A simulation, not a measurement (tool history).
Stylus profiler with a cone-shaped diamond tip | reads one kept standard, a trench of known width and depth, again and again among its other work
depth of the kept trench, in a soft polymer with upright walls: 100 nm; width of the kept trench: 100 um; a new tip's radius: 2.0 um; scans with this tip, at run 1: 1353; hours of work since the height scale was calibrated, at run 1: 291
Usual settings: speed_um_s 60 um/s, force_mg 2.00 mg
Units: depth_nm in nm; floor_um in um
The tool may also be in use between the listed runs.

| run | hour | speed_um_s | force_mg | scans with this tip | hours of work since the height scale was calibrated | depth_nm | floor_um |
|---|---|---|---|---|---|---|---|
| 1 | 0.0 | 60 | 2.00 | 1353 | 291 | 101.24 | 98.46 |
| 2 | 97.2 | 48 | 2.00 | 1622 | 349 | 101.22 | 98.53 |
| 3 | 170.4 | 48 | 2.00 | 1825 | 392 | 101.31 | 98.53 |
| 4 | 237.7 | 152 | 2.00 | 2012 | 432 | 101.27 | 98.04 |
| 5 | 337.0 | 67 | 2.00 | 2287 | 491 | 101.20 | 98.41 |
| 6 | 418.3 | 60 | 2.00 | 2512 | 540 | 101.23 | 98.44 |
| 7 | 482.0 | 60 | 2.00 | 2689 | 578 | 101.23 | 98.45 |
| 8 | 564.9 | 60 | 0.87 | 2918 | 627 | 100.52 | 98.28 |
| 9 | 661.1 | 60 | 2.00 | 3185 | 684 | 101.19 | 98.43 |
| 10 | 718.1 | 60 | 2.00 | 3343 | 718 | 101.17 | 98.38 |
| 11 | 770.9 | 60 | 2.00 | 3489 | 750 | 101.26 | 98.42 |
| 12 | 874.2 | 60 | 2.00 | 3775 | 811 | 101.10 | 98.39 |
| 13 | 961.8 | 60 | 2.00 | 4018 | 863 | 101.06 | 98.38 |
| 14 | 1042.5 | 15 | 2.00 | 4242 | 911 | 101.17 | 98.63 |
| 15 | 1127.5 | 15 | 2.00 | 4478 | 962 | 101.17 | 98.57 |
| 16 | 1197.4 | 15 | 2.00 | 4671 | 1003 | 101.13 | 98.57 |
| 17 | 1255.0 | 60 | 4.13 | 4831 | 1038 | 101.99 | 98.38 |
| 18 | 1324.9 | 60 | 4.13 | 5025 | 1079 | 101.94 | 98.43 |
| 19 | 1431.3 | 60 | 2.00 | 5319 | 1143 | 101.06 | 98.39 |
|  | 1441.5 | height scale calibrated on a step standard |
| 20 | 1541.8 | 60 | 2.00 | 5624 | 60 | 100.79 | 98.32 |
| 21 | 1590.1 | 60 | 2.00 | 5758 | 88 | 100.85 | 98.31 |
| 22 | 1675.4 | 60 | 2.00 | 5994 | 139 | 100.86 | 98.35 |
| 23 | 1760.0 | 60 | 2.00 | 6229 | 190 | 100.87 | 98.39 |
|  | 1779.8 | height scale calibrated on a step standard, once more |
| 24 | 1813.5 | 184 | 2.86 | 6376 | 20 | 101.74 | 97.97 |
| 25 | 1867.2 | 103 | 4.06 | 6524 | 52 | 102.30 | 98.28 |
| 26 | 1951.3 | 103 | 4.06 | 6758 | 102 | 102.11 | 98.30 |
| 27 | 1996.2 | 178 | 0.90 | 6882 | 129 | 100.74 | 97.43 |
| 28 | 2067.7 | 60 | 1.20 | 7080 | 171 | 101.08 | 98.20 |
| 29 | 2116.4 | 75 | 3.66 | 7215 | 200 | 102.05 | 98.36 |
| 30 | 2185.4 | 180 | 3.75 | 7406 | 241 | 102.07 | 98.04 |
| 31 | 2273.2 | 220 | 3.42 | 7650 | 294 | 101.87 | 97.85 |
| 32 | 2364.3 | 220 | 0.92 | 7902 | 348 | 100.70 | 97.15 |
| 33 | 2422.3 | 86 | 2.15 | 8063 | 382 | 101.44 | 98.19 |
| 34 | 2481.5 | 152 | 0.68 | 8227 | 418 | 100.53 | 97.41 |
| 35 | 2581.0 | 152 | 0.68 | 8503 | 477 | 100.64 | 97.41 |
| 36 | 2628.9 | 108 | 1.68 | 8635 | 505 | 101.12 | 98.00 |
| 37 | 2714.4 | 108 | 1.68 | 8872 | 556 | 101.10 | 98.03 |
| 38 | 2783.7 | 108 | 1.68 | 9064 | 598 | 101.02 | 98.04 |
| 39 | 2885.3 | 108 | 1.68 | 9346 | 658 | 101.02 | 98.01 |
| 40 | 2975.3 | 57 | 0.98 | 9595 | 712 | 100.71 | 98.22 |
| 41 | 3026.4 | 36 | 0.71 | 9737 | 742 | 100.49 | 98.27 |
| 42 | 3092.7 | 37 | 5.44 | 9921 | 781 | 102.49 | 98.42 |
| 43 | 3160.5 | 224 | 3.66 | 10108 | 822 | 101.90 | 97.80 |
| 44 | 3265.5 | 84 | 1.32 | 10399 | 884 | 100.83 | 98.04 |
| 45 | 3355.8 | 65 | 2.00 | 10650 | 938 | 101.18 | 98.20 |

3 ways to go on from here, each from the tool as it stands after run 45. What would each give?
| A | 3416.1 | 52 | 0.69 | 10817 | 974 | ? | ? |
| B | 3416.1 | 65 | 5.16 | 10817 | 974 | ? | ? |
| C | 3416.1 | 70 | 1.06 | 10817 | 974 | ? | ? |

| run | depth_nm | floor_um |
|---|---|---|
| A | 100.39 | 98.13 |
| B | 102.32 | 98.31 |
| C | 100.67 | 98.05 |
Without the tool's hidden state the same runs would have given:
| run | depth_nm | floor_um |
|---|---|---|
| A | 100.65 | 98.38 |
| B | 102.58 | 98.56 |
| C | 100.93 | 98.31 |
